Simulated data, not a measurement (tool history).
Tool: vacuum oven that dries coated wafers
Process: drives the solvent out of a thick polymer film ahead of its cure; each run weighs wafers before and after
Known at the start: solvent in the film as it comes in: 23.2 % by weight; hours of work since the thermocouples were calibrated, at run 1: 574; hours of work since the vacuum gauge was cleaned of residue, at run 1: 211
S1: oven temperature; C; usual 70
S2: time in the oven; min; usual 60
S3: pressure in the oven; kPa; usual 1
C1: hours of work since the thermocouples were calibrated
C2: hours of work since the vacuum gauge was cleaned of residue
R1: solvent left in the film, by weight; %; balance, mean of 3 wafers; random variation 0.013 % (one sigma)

| run | day | S1 | S2 | S3 | C1 | C2 | R1 |
|---|---|---|---|---|---|---|---|
| 1 | 0 | 70 | 60 | 1 | 574 | 211 | 4.08 |
| 2 | 0.588 | 70 | 60 | 1.92 | 582 | 219 | 4.6 |
| 3 | 1.204 | 70 | 60 | 1.92 | 591 | 227 | 4.62 |
| 4 | 1.592 | 70 | 37 | 1 | 596 | 233 | 7.14 |
| 5 | 2.033 | 70 | 39 | 1 | 602 | 239 | 6.81 |
| 6 | 2.546 | 63 | 39 | 1 | 609 | 245 | 9.27 |
| 7 | 2.883 | 63 | 39 | 1 | 613 | 250 | 9.25 |
| 8 | 3.567 | 70 | 60 | 1 | 623 | 259 | 4.07 |
| 9 | 4.329 | 58 | 60 | 1 | 633 | 270 | 8.28 |
| 10 | 5.042 | 58 | 60 | 1 | 642 | 279 | 8.29 |
| 11 | 5.658 | 58 | 60 | 1 | 651 | 287 | 8.29 |
| 12 | 6.196 | 58 | 60 | 1 | 658 | 295 | 8.3 |
| 13 | 6.996 | 63 | 60 | 1 | 669 | 306 | 6.41 |
| 14 | 7.738 | 63 | 60 | 1 | 679 | 316 | 6.42 |
| 15 | 8.433 | 63 | 60 | 1 | 688 | 325 | 6.45 |
| 16 | 9.217 | 63 | 60 | 1 | 699 | 335 | 6.42 |
| 17 | 9.558 | 71 | 45 | 1 | 703 | 340 | 5.48 |
| 18 | 10.229 | 71 | 45 | 1 | 712 | 349 | 5.48 |
| 19 | 10.996 | 64 | 83 | 1 | 723 | 359 | 4.08 |
| 20 | 11.408 | 83 | 83 | 1 | 728 | 365 | 0.66 |
| 21 | 12.008 | 80 | 60 | 1 | 736 | 373 | 1.69 |
| 22 | 12.562 | 80 | 60 | 1 | 744 | 381 | 1.67 |
| 23 | 13.338 | 80 | 60 | 1 | 754 | 391 | 1.69 |
| 24 | 13.825 | 83 | 60 | 3.66 | 761 | 398 | 2.22 |
| 25 | 14.375 | 83 | 52 | 3.66 | 768 | 405 | 2.59 |
| 26 | 15 | 83 | 52 | 3.66 | 777 | 414 | 2.62 |
| 27 | 15.754 | 83 | 52 | 3.66 | 787 | 424 | 2.61 |
| 28 | 16.283 | 83 | 52 | 3.66 | 794 | 431 | 2.6 |
| 29 | 16.883 | 83 | 52 | 3.66 | 802 | 439 | 2.62 |

Forecast run 30:
| 30 | 17.625 | 80 | 43 | 1 | 812 | 449 | ? |

{"run 30": {"R1": 3.07}}
Without the tool's hidden state the same run would have given R1 3.21 %.
